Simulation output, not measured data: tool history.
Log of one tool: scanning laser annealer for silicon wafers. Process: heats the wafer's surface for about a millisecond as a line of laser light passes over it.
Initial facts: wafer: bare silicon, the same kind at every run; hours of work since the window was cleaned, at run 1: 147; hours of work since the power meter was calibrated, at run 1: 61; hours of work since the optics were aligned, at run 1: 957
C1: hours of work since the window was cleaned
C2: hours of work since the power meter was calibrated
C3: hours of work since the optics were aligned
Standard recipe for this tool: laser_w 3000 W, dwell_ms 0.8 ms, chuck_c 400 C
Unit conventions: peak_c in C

run 1 hour=0 | laser_w=3000 dwell_ms=0.8 chuck_c=400 | C1=147 C2=61 C3=957 | peak_c=1158
run 2 hour=6 | laser_w=3000 dwell_ms=0.8 chuck_c=400 | C1=149 C2=63 C3=959 | peak_c=1149
run 3 hour=10.8 | laser_w=3000 dwell_ms=0.8 chuck_c=400 | C1=151 C2=65 C3=961 | peak_c=1151
run 4 hour=15.9 | laser_w=3000 dwell_ms=0.8 chuck_c=400 | C1=153 C2=67 C3=963 | peak_c=1150
run 5 hour=26.5 | laser_w=3000 dwell_ms=0.8 chuck_c=400 | C1=158 C2=72 C3=968 | peak_c=1153
run 6 hour=31.1 | laser_w=2718 dwell_ms=0.8 chuck_c=400 | C1=159 C2=73 C3=970 | peak_c=1073
run 7 hour=36.8 | laser_w=2757 dwell_ms=0.8 chuck_c=400 | C1=162 C2=76 C3=972 | peak_c=1083
run 8 hour=46.5 | laser_w=2757 dwell_ms=0.8 chuck_c=400 | C1=166 C2=80 C3=976 | peak_c=1083
run 9 hour=56.6 | laser_w=2757 dwell_ms=0.829 chuck_c=400 | C1=170 C2=84 C3=980 | peak_c=1098
run 10 hour=65.5 | laser_w=2757 dwell_ms=0.829 chuck_c=400 | C1=173 C2=87 C3=983 | peak_c=1093
run 11 hour=71.7 | laser_w=2757 dwell_ms=0.965 chuck_c=400 | C1=176 C2=90 C3=986 | peak_c=1165
run 12 hour=76.9 | laser_w=2757 dwell_ms=0.965 chuck_c=400 | C1=178 C2=92 C3=988 | peak_c=1163
run 13 hour=81.6 | laser_w=2757 dwell_ms=0.965 chuck_c=400 | C1=180 C2=94 C3=990 | peak_c=1164
run 14 hour=89.1 | laser_w=3000 dwell_ms=0.8 chuck_c=400 | C1=183 C2=97 C3=993 | peak_c=1148
-- hour=92.5 laser's power meter calibrated
run 15 hour=99.3 | laser_w=3000 dwell_ms=0.8 chuck_c=400 | C1=186 C2=3 C3=996 | peak_c=1147
run 16 hour=109.9 | laser_w=3000 dwell_ms=0.8 chuck_c=400 | C1=190 C2=7 C3=1000 | peak_c=1146
run 17 hour=120.5 | laser_w=3000 dwell_ms=0.8 chuck_c=400 | C1=194 C2=11 C3=1004 | peak_c=1147
run 18 hour=128.7 | laser_w=2719 dwell_ms=0.598 chuck_c=435 | C1=198 C2=15 C3=1008 | peak_c=997
-- hour=138.5 laser's power meter calibrated, once more
run 19 hour=139 | laser_w=2566 dwell_ms=0.598 chuck_c=375 | C1=201 C2=0 C3=1011 | peak_c=911
run 20 hour=146.5 | laser_w=2566 dwell_ms=0.907 chuck_c=403 | C1=204 C2=3 C3=1014 | peak_c=1086
run 21 hour=153.2 | laser_w=2566 dwell_ms=0.907 chuck_c=403 | C1=206 C2=6 C3=1016 | peak_c=1082
run 22 hour=162.3 | laser_w=3038 dwell_ms=0.603 chuck_c=391 | C1=210 C2=10 C3=1020 | peak_c=1038
run 23 hour=168.8 | laser_w=3038 dwell_ms=0.603 chuck_c=391 | C1=213 C2=12 C3=1023 | peak_c=1034
run 24 hour=179.2 | laser_w=2594 dwell_ms=0.789 chuck_c=400 | C1=217 C2=16 C3=1027 | peak_c=1035
run 25 hour=184.7 | laser_w=2594 dwell_ms=0.789 chuck_c=400 | C1=219 C2=19 C3=1029 | peak_c=1034
run 26 hour=191.2 | laser_w=3000 dwell_ms=0.8 chuck_c=409 | C1=222 C2=21 C3=1032 | peak_c=1158
run 27 hour=199.7 | laser_w=3000 dwell_ms=0.8 chuck_c=409 | C1=225 C2=25 C3=1035 | peak_c=1156
run 28 hour=204.3 | laser_w=2989 dwell_ms=0.684 chuck_c=405 | C1=227 C2=27 C3=1037 | peak_c=1086
run 29 hour=213.6 | laser_w=2807 dwell_ms=0.62 chuck_c=405 | C1=231 C2=30 C3=1041 | peak_c=1000
run 30 hour=218.5 | laser_w=2807 dwell_ms=0.62 chuck_c=405 | C1=233 C2=32 C3=1043 | peak_c=1004
run 31 hour=227.5 | laser_w=3177 dwell_ms=0.8 chuck_c=420 | C1=236 C2=36 C3=1046 | peak_c=1216
run 32 hour=236.5 | laser_w=2593 dwell_ms=0.8 chuck_c=420 | C1=240 C2=40 C3=1050 | peak_c=1058

Forecast each of these 4 alternatives for the next run:
run A hour=243 | laser_w=2990 dwell_ms=0.675 chuck_c=400 | C1=243 C2=42 C3=1053 | peak_c=?
run B hour=243 | laser_w=2967 dwell_ms=0.708 chuck_c=374 | C1=243 C2=42 C3=1053 | peak_c=?
run C hour=243 | laser_w=3145 dwell_ms=0.979 chuck_c=391 | C1=243 C2=42 C3=1053 | peak_c=?
run D hour=243 | laser_w=3207 dwell_ms=0.618 chuck_c=382 | C1=243 C2=42 C3=1053 | peak_c=?

run=A peak_c=1073
run=B peak_c=1061
run=C peak_c=1278
run=D peak_c=1073
Take away the tool's hidden state, keep each run's random variation, and the runs would have read:
run=A peak_c=1093
run=B peak_c=1081
run=C peak_c=1304
run=D peak_c=1093
